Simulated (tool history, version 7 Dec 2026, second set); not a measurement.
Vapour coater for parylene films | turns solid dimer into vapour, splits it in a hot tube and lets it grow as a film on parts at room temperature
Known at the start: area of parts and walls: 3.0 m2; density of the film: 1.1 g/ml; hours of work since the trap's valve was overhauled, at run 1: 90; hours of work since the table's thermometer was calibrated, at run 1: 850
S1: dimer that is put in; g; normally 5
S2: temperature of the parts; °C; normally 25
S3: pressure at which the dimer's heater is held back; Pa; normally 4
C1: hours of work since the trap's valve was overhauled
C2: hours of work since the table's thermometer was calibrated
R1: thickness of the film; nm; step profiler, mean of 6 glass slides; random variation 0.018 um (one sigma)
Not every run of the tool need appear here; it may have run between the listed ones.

| run | hour | S1 | S2 | S3 | C1 | C2 | R1 |
|---|---|---|---|---|---|---|---|
| 1 | 0 | 5 | 25 | 4 | 90 | 850 | 1080 |
| 2 | 61.2 | 5 | 25 | 4 | 129 | 889 | 1040 |
| 3 | 97 | 5 | 25 | 4 | 151 | 911 | 1060 |
| 4 | 135.6 | 5 | 25 | 4 | 175 | 935 | 1040 |
| 5 | 175.4 | 5 | 25 | 4 | 200 | 960 | 1060 |
| 6 | 245.2 | 5 | 25 | 4 | 244 | 1004 | 1040 |
| 7 | 287.6 | 5 | 25 | 4 | 271 | 1031 | 1010 |
| 8 | 363.4 | 6 | 25 | 4 | 319 | 1079 | 1210 |
|  | 391.2 | trap's valve overhauled |
| 9 | 433.9 | 5 | 25 | 4 | 27 | 1120 | 1110 |
|  | 440.7 | table's thermometer calibrated |
| 10 | 467.7 | 5 | 25 | 4 | 47 | 17 | 1040 |
| 11 | 512 | 5 | 25 | 4 | 75 | 45 | 1020 |
| 12 | 557.5 | 5 | 25 | 4 | 104 | 73 | 1020 |
| 13 | 607.7 | 5 | 25 | 4 | 135 | 105 | 1000 |
| 14 | 676.8 | 5 | 20 | 4 | 179 | 148 | 1220 |
| 15 | 730.7 | 5 | 20 | 4 | 213 | 182 | 1230 |
| 16 | 783.2 | 5 | 33 | 3.95 | 246 | 215 | 710 |
| 17 | 838.5 | 5 | 25 | 2.55 | 280 | 250 | 1090 |
|  | 846.5 | table's thermometer calibrated, once more |
| 18 | 893.3 | 5 | 25 | 4 | 314 | 29 | 1030 |
|  | 929.4 | trap's valve overhauled |
| 19 | 970.7 | 5 | 25 | 4 | 26 | 76 | 1130 |
| 20 | 1023.8 | 5 | 19 | 4.49 | 59 | 109 | 1330 |
| 21 | 1061.3 | 5 | 19 | 4.49 | 83 | 132 | 1380 |
| 22 | 1104.5 | 5 | 19 | 4.49 | 110 | 160 | 1360 |
| 23 | 1147.9 | 4 | 22 | 4 | 137 | 187 | 1000 |
| 24 | 1201.6 | 4 | 19 | 3.02 | 171 | 221 | 1120 |
| 25 | 1240.1 | 8 | 33 | 2.17 | 195 | 245 | 1400 |
| 26 | 1303.3 | 4 | 27 | 7.95 | 235 | 285 | 660 |
| 27 | 1340.6 | 9 | 27 | 2.44 | 258 | 308 | 1870 |
| 28 | 1379.2 | 2 | 26 | 7.52 | 283 | 332 | 350 |
| 29 | 1451.3 | 2 | 25 | 4 | 328 | 378 | 420 |
|  | 1466.6 | trap's valve overhauled |
| 30 | 1507.8 | 9 | 32 | 6.99 | 26 | 411 | 1340 |

Some steps in R1 between neighbouring runs. How much of each would the tool show without its hidden state too (settings, what came in, random variation), and how much is left for the hidden state, with any gauge scatter that isn't in both results?
Unlogged tool condition in this case: vapour lost through the trap's worn valve, %; true temperature of the parts over the reading, C; drift of the gauge itself on film_um, %.
Run 8 -> 9: S1 6 -> 5, trap's valve overhauled. R1 -100 nm: hidden state +120, all else -220.
Run 26 -> 27: S1 4 -> 9, S3 7.95 -> 2.44. R1 +1210 nm: hidden state -120, all else +1330.
Run 27 -> 28: S1 9 -> 2, S2 27 -> 26, S3 2.44 -> 7.52. R1 -1520 nm: hidden state +140, all else -1660.
Run 29 -> 30: S1 2 -> 9, S2 25 -> 32, S3 4 -> 6.99, trap's valve overhauled. R1 +920 nm: hidden state +20, all else +900.

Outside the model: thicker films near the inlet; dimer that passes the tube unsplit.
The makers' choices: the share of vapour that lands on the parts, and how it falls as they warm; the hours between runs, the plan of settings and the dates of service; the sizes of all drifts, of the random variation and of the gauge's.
